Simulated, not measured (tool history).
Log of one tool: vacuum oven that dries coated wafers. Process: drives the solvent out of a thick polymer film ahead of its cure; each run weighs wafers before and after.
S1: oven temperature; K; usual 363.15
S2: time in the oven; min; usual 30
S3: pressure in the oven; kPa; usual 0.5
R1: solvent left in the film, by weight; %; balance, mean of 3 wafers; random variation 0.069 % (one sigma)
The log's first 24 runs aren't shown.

run,hour,S1,S2,S3,R1
25,1326.5,365.15,30,0.312,3.72
26,1369.1,363.15,30,1.398,5.16
27,1436.8,365.15,30,0.531,3.84
28,1489.4,365.15,30,0.818,3.82
29,1528.4,365.15,30,0.818,3.91
30,1574.4,376.15,31,0.279,0.48
31,1620.4,376.15,31,0.279,0.58
32,1692.6,376.15,31,0.279,0.54
33,1732.8,365.15,15,0.428,8.57
34,1796.2,363.15,30,0.595,4.7
35,1843.5,351.15,34,0.371,10.28
36,1920.2,351.15,34,0.371,10.29
37,1969.4,362.15,20,0.618,8.13
38,2036.3,363.15,22,0.615,6.81
39,2116.9,351.15,30,0.346,10.9
40,2179.7,363.15,30,1.991,5.3
41,2252,363.15,30,1.991,5.29
42,2297.2,376.15,31,0.5,0.64
43,2359.3,376.15,52,0.746,0.22
44,2425.1,352.15,51,1.041,7.23
45,2507.8,352.15,51,1.041,7.24

Forecast each of these 3 alternatives for the next run:
A,2564.3,363.15,24,0.5,?
B,2564.3,352.15,18,0.33,?
C,2564.3,363.15,43,0.5,?

run,R1
A,6.23
B,13.18
C,2.63
Without the tool's hidden state the same runs would have given:
run,R1
A,6.28
B,13.22
C,2.67

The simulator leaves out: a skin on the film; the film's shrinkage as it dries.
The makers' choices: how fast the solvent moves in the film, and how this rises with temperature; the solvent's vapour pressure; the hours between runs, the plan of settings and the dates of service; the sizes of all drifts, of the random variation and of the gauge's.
